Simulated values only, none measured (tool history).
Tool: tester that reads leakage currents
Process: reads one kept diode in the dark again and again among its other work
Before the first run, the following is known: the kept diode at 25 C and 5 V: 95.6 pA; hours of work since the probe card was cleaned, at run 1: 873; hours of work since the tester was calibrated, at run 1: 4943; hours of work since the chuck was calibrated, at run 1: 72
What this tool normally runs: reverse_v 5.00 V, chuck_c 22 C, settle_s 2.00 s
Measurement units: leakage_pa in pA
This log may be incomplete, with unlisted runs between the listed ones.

| run | day | reverse_v | chuck_c | settle_s | hours of work since the probe card was cleaned | hours of work since the tester was calibrated | hours of work since the chuck was calibrated | leakage_pa |
|---|---|---|---|---|---|---|---|---|
| 1 | 0.000 | 5.00 | 22 | 2.00 | 873 | 4943 | 72 | 72.92 |
| 2 | 4.392 | 5.00 | 22 | 2.00 | 925 | 4995 | 124 | 73.44 |
| 3 | 14.162 | 5.00 | 22 | 2.00 | 1040 | 5110 | 239 | 72.92 |
| 4 | 22.921 | 5.00 | 22 | 2.00 | 1144 | 5213 | 342 | 73.23 |
| 5 | 32.683 | 5.00 | 22 | 3.56 | 1259 | 5328 | 457 | 72.71 |
| 6 | 37.246 | 5.00 | 22 | 3.56 | 1312 | 5382 | 511 | 73.09 |
| 7 | 41.754 | 5.00 | 22 | 2.00 | 1366 | 5435 | 564 | 73.00 |
|  | 42.704 | chuck's temperature calibrated |
| 8 | 47.758 | 1.69 | 22 | 2.00 | 1435 | 5505 | 60 | 42.97 |
|  | 54.771 | tester calibrated |
| 9 | 54.879 | 1.21 | 22 | 2.00 | 1518 | 1 | 142 | 36.28 |
| 10 | 65.683 | 5.00 | 22 | 2.00 | 1646 | 129 | 270 | 73.43 |
| 11 | 73.304 | 5.00 | 22 | 2.00 | 1735 | 218 | 360 | 73.10 |
| 12 | 83.696 | 5.00 | 22 | 2.00 | 1858 | 341 | 482 | 72.92 |
| 13 | 89.638 | 5.00 | 22 | 2.00 | 1928 | 411 | 552 | 73.36 |
|  | 92.312 | chuck's temperature calibrated |
| 14 | 97.862 | 8.40 | 22 | 2.00 | 2024 | 507 | 65 | 94.68 |
| 15 | 107.188 | 5.00 | 22 | 2.00 | 2134 | 617 | 175 | 73.68 |
| 16 | 117.288 | 5.00 | 22 | 2.00 | 2253 | 736 | 294 | 73.27 |
| 17 | 126.300 | 5.00 | 22 | 2.00 | 2359 | 842 | 401 | 73.41 |
| 18 | 134.700 | 5.00 | 22 | 2.00 | 2458 | 941 | 500 | 72.89 |
|  | 141.133 | chuck's temperature calibrated |
| 19 | 145.325 | 5.00 | 22 | 2.00 | 2582 | 1065 | 49 | 73.23 |
| 20 | 153.917 | 5.00 | 22 | 2.00 | 2683 | 1167 | 151 | 73.84 |
| 21 | 161.679 | 19.20 | 22 | 2.71 | 2775 | 1258 | 242 | 143.34 |
| 22 | 166.329 | 1.85 | 28 | 0.96 | 2830 | 1313 | 297 | 76.43 |
| 23 | 176.842 | 18.56 | 30 | 0.32 | 2954 | 1437 | 421 | 290.97 |
| 24 | 185.692 | 10.96 | 21 | 4.56 | 3058 | 1541 | 525 | 98.28 |
|  | 190.871 | probe card cleaned and baked |
|  | 190.954 | chuck's temperature calibrated |
| 25 | 196.229 | 10.96 | 21 | 4.56 | 62 | 1663 | 62 | 97.73 |
| 26 | 204.158 | 2.86 | 49 | 1.60 | 156 | 1756 | 156 | 536.74 |
| 27 | 212.575 | 16.11 | 24 | 0.57 | 255 | 1855 | 255 | 159.55 |
| 28 | 217.346 | 5.00 | 22 | 3.16 | 311 | 1912 | 311 | 73.28 |
| 29 | 222.621 | 7.22 | 23 | 3.18 | 373 | 1974 | 373 | 95.88 |
| 30 | 232.275 | 7.22 | 23 | 3.18 | 487 | 2088 | 487 | 96.09 |
|  | 240.096 | chuck's temperature calibrated |
| 31 | 242.788 | 2.28 | 22 | 4.08 | 610 | 2210 | 32 | 49.50 |
| 32 | 249.412 | 2.80 | 36 | 7.19 | 688 | 2289 | 110 | 186.11 |
| 33 | 255.171 | 5.00 | 29 | 1.94 | 756 | 2356 | 178 | 137.57 |
| 34 | 261.392 | 5.00 | 44 | 3.21 | 829 | 2430 | 251 | 478.57 |
| 35 | 266.917 | 5.00 | 44 | 3.21 | 894 | 2495 | 316 | 479.24 |
| 36 | 271.700 | 3.26 | 38 | 0.50 | 951 | 2551 | 372 | 238.62 |
| 37 | 279.050 | 2.31 | 38 | 5.04 | 1037 | 2638 | 459 | 201.23 |
| 38 | 287.062 | 2.31 | 38 | 5.04 | 1132 | 2732 | 554 | 201.46 |
|  | 289.096 | chuck's temperature calibrated |
| 39 | 297.146 | 1.70 | 21 | 0.37 | 1250 | 2850 | 95 | 39.60 |

Table of differences, measured result less the result of that run with no hidden state. Run-to-run variation is the same in both. Gauge scatter possibly is not:
The hidden state here: stray current of the dirty probe card, pA a volt; current scale over the true one, %; true chuck temperature over the reading, C; drift of the gauge itself on leakage_pa, %.
| run | leakage_pa |
|---|---|
| 1 | +0.01 |
| 2 | +0.01 |
| 3 | +0.03 |
| 4 | +0.03 |
| 5 | +0.04 |
| 6 | +0.04 |
| 7 | +0.05 |
| 8 | +0.00 |
| 9 | +0.01 |
| 10 | +0.04 |
| 11 | +0.05 |
| 12 | +0.06 |
| 13 | +0.06 |
| 14 | +0.05 |
| 15 | +0.04 |
| 16 | +0.04 |
| 17 | +0.05 |
| 18 | +0.06 |
| 19 | +0.04 |
| 20 | +0.05 |
| 21 | +0.18 |
| 22 | +0.03 |
| 23 | +0.25 |
| 24 | +0.13 |
| 25 | +0.00 |
| 26 | +0.04 |
| 27 | +0.04 |
| 28 | +0.03 |
| 29 | +0.04 |
| 30 | +0.04 |
| 31 | +0.00 |
| 32 | +0.04 |
| 33 | +0.05 |
| 34 | +0.14 |
| 35 | +0.16 |
| 36 | +0.09 |
| 37 | +0.10 |
| 38 | +0.11 |
| 39 | +0.01 |

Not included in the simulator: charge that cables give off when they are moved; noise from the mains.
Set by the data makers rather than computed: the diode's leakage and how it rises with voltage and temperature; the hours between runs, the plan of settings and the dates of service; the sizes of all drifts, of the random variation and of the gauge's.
